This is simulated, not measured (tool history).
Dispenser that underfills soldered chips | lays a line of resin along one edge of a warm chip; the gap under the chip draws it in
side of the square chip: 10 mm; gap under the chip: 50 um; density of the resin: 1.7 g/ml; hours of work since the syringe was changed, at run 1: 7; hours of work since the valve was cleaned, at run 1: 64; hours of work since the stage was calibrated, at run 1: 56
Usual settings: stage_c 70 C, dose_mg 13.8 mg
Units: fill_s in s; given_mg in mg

run	hour	stage_c	dose_mg	hours of work since the syringe was changed	hours of work since the valve was cleaned	hours of work since the stage was calibrated	fill_s	given_mg
1	0.0	70	13.8	7	64	56	239.1	13.26
# hour 3.9: new syringe of resin
# hour 17.5: new syringe of resin
2	17.5	70	13.8	0	77	69	148.5	13.13
# hour 31.3: new syringe of resin
3	34.3	70	13.8	2	89	82	168.1	13.16
4	43.6	70	13.8	10	97	89	264.2	13.08
# hour 45.1: new syringe of resin
# hour 58.6: new syringe of resin
5	60.4	70	13.8	1	109	102	157.4	13.03
6	68.4	83	13.8	8	115	108	122.4	13.00
# hour 71.9: new syringe of resin
# hour 75.4: dispensing valve cleaned and set on the balance
7	77.6	75	13.8	4	2	114	144.2	13.86
# hour 86.3: new syringe of resin
8	87.9	75	13.3	1	9	122	124.1	13.18
9	98.3	75	13.3	9	18	130	203.0	13.09
# hour 100.0: new syringe of resin
# hour 113.9: new syringe of resin
10	114.5	69	13.8	0	30	142	159.6	13.55
11	123.3	66	13.8	7	36	149	285.8	13.51
# hour 127.4: new syringe of resin
12	139.9	66	13.8	10	49	161	329.0	13.37
# hour 141.4: new syringe of resin
# hour 154.7: new syringe of resin
13	156.1	70	15.5	1	61	173	154.1	14.96
# hour 168.6: new syringe of resin
14	170.1	82	15.4	1	72	184	82.4	14.86
# hour 182.2: new syringe of resin
15	183.1	82	15.4	1	81	194	84.0	14.50
16	192.5	77	13.8	8	89	201	169.6	13.15
# hour 195.9: new syringe of resin
# hour 208.9: new syringe of resin
17	210.6	77	13.8	1	102	215	110.2	13.04
18	219.7	74	14.2	8	109	222	193.5	13.34
# hour 222.0: new syringe of resin
19	227.1	74	16.0	4	115	227	149.9	14.94
# hour 234.6: dispensing valve cleaned and set on the balance
# hour 236.8: new syringe of resin
20	238.8	76	17.1	2	3	235	115.4	16.98

Forecast each of these 5 alternatives for the next run:
A	246.0	56	16.6	7	9	241	?	?
B	246.0	82	17.1	7	9	241	?	?
C	246.0	63	14.8	7	9	241	?	?
D	246.0	56	11.8	7	9	241	?	?
E	246.0	83	13.8	7	9	241	?	?

run	fill_s	given_mg
A	476.7	16.55
B	122.3	17.14
C	321.8	14.72
D	494.9	11.76
E	118.0	13.67
Without the tool's hidden state the same runs would have given:
run	fill_s	given_mg
A	317.2	16.63
B	81.1	17.22
C	213.6	14.79
D	329.0	11.82
E	77.9	13.74
